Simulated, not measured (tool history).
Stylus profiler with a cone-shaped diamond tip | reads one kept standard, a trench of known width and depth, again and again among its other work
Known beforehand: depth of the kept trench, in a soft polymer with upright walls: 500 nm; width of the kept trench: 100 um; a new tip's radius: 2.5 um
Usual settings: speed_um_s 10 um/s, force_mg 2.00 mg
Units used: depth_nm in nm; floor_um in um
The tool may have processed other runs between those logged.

| run | day | speed_um_s | force_mg | depth_nm | floor_um |
|---|---|---|---|---|---|
| 1 | 0.000 | 10 | 2.00 | 503.62 | 96.85 |
| 2 | 1.342 | 10 | 2.00 | 503.64 | 96.87 |
| 3 | 3.129 | 10 | 2.00 | 503.66 | 96.92 |
| 4 | 4.554 | 10 | 2.00 | 503.75 | 96.91 |
| 5 | 5.308 | 10 | 2.00 | 503.59 | 96.87 |
| 6 | 6.838 | 10 | 2.00 | 503.64 | 96.80 |
| 7 | 7.742 | 10 | 2.00 | 503.62 | 96.88 |
| 8 | 9.333 | 10 | 2.00 | 503.71 | 96.85 |
| 9 | 10.546 | 10 | 2.00 | 503.64 | 96.85 |
| 10 | 11.750 | 2 | 2.00 | 503.88 | 96.90 |
| 11 | 13.400 | 2 | 2.00 | 503.71 | 96.92 |
| 12 | 14.888 | 10 | 2.00 | 503.65 | 96.83 |
| 13 | 15.808 | 10 | 2.00 | 503.60 | 96.83 |
| 14 | 16.971 | 9 | 2.00 | 503.91 | 96.81 |
| 15 | 18.650 | 10 | 2.00 | 503.81 | 96.86 |
| 16 | 20.367 | 10 | 1.81 | 503.47 | 96.71 |
| 17 | 21.629 | 3 | 2.00 | 503.97 | 96.79 |
| 18 | 23.254 | 3 | 2.00 | 504.00 | 96.78 |
| 19 | 24.875 | 10 | 2.07 | 503.82 | 96.78 |
| 20 | 25.762 | 10 | 4.03 | 506.10 | 96.82 |
| 21 | 27.583 | 4 | 0.79 | 502.33 | 96.75 |
| 22 | 29.212 | 4 | 0.79 | 502.49 | 96.73 |
| 23 | 30.229 | 4 | 0.79 | 502.28 | 96.76 |
| 24 | 31.129 | 4 | 0.79 | 502.46 | 96.80 |
| 25 | 31.950 | 5 | 3.24 | 505.19 | 96.71 |
| 26 | 32.958 | 5 | 1.56 | 503.41 | 96.77 |
| 27 | 34.400 | 5 | 1.56 | 503.49 | 96.76 |
| 28 | 35.421 | 5 | 1.56 | 503.63 | 96.76 |
| 29 | 36.438 | 5 | 1.17 | 503.04 | 96.73 |
| 30 | 38.117 | 11 | 4.00 | 506.19 | 96.78 |
| 31 | 39.862 | 11 | 4.00 | 506.12 | 96.69 |
| 32 | 41.329 | 11 | 4.00 | 506.20 | 96.66 |
| 33 | 42.683 | 11 | 4.00 | 506.57 | 96.75 |
| 34 | 43.442 | 2 | 2.00 | 504.05 | 96.73 |
| 35 | 45.175 | 2 | 4.30 | 506.51 | 96.68 |
| 36 | 46.271 | 11 | 1.51 | 503.63 | 96.62 |

Below are 4 alternative next runs, each starting from the tool's condition after run 36. Predict each:
| A | 47.625 | 11 | 1.23 | ? | ? |
| B | 47.625 | 10 | 1.17 | ? | ? |
| C | 47.625 | 22 | 1.82 | ? | ? |
| D | 47.625 | 2 | 1.51 | ? | ? |

| run | depth_nm | floor_um |
|---|---|---|
| A | 503.15 | 96.63 |
| B | 503.10 | 96.63 |
| C | 504.10 | 96.57 |
| D | 503.69 | 96.70 |
Had the tool no hidden state, the same runs would have come out as:
| run | depth_nm | floor_um |
|---|---|---|
| A | 502.38 | 96.92 |
| B | 502.33 | 96.91 |
| C | 503.34 | 96.86 |
| D | 502.92 | 96.99 |
